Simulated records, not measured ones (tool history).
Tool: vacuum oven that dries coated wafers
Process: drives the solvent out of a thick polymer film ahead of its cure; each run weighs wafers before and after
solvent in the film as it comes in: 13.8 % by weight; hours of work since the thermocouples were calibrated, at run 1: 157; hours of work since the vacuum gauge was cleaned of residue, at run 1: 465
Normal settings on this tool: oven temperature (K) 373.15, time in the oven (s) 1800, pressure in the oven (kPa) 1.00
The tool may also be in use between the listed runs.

run,hour,oven temperature (K),time in the oven (s),pressure in the oven (kPa),hours of work since the thermocouples were calibrated,hours of work since the vacuum gauge was cleaned of residue,solvent left in the film (%)
1,0.0,373.15,1800,1.00,157,465,2.34
2,17.6,373.15,1800,1.00,169,477,2.39
3,41.8,373.15,1800,1.00,185,494,2.44
4,77.4,373.15,1800,1.00,209,518,2.46
5,99.1,386.15,1800,1.00,224,533,0.46
6,129.5,373.15,1800,1.00,245,553,2.52
7,149.6,373.15,1800,0.92,259,567,2.44
8,167.6,373.15,1800,1.00,271,579,2.51
9,202.6,373.15,1800,1.00,295,603,2.46
10,223.2,373.15,1800,1.00,309,617,2.58
# hour 227.4: vacuum gauge cleaned of residue and calibrated
11,256.3,373.15,1800,1.00,330,20,2.58

What does the tool deliver on the next run?
12,281.6,370.15,1800,1.00,347,37,?

solvent left in the film (%): 3.41
Take away the tool's hidden state, keep the run-to-run variation as it was, and the same run would have given solvent left in the film (%) 3.11.
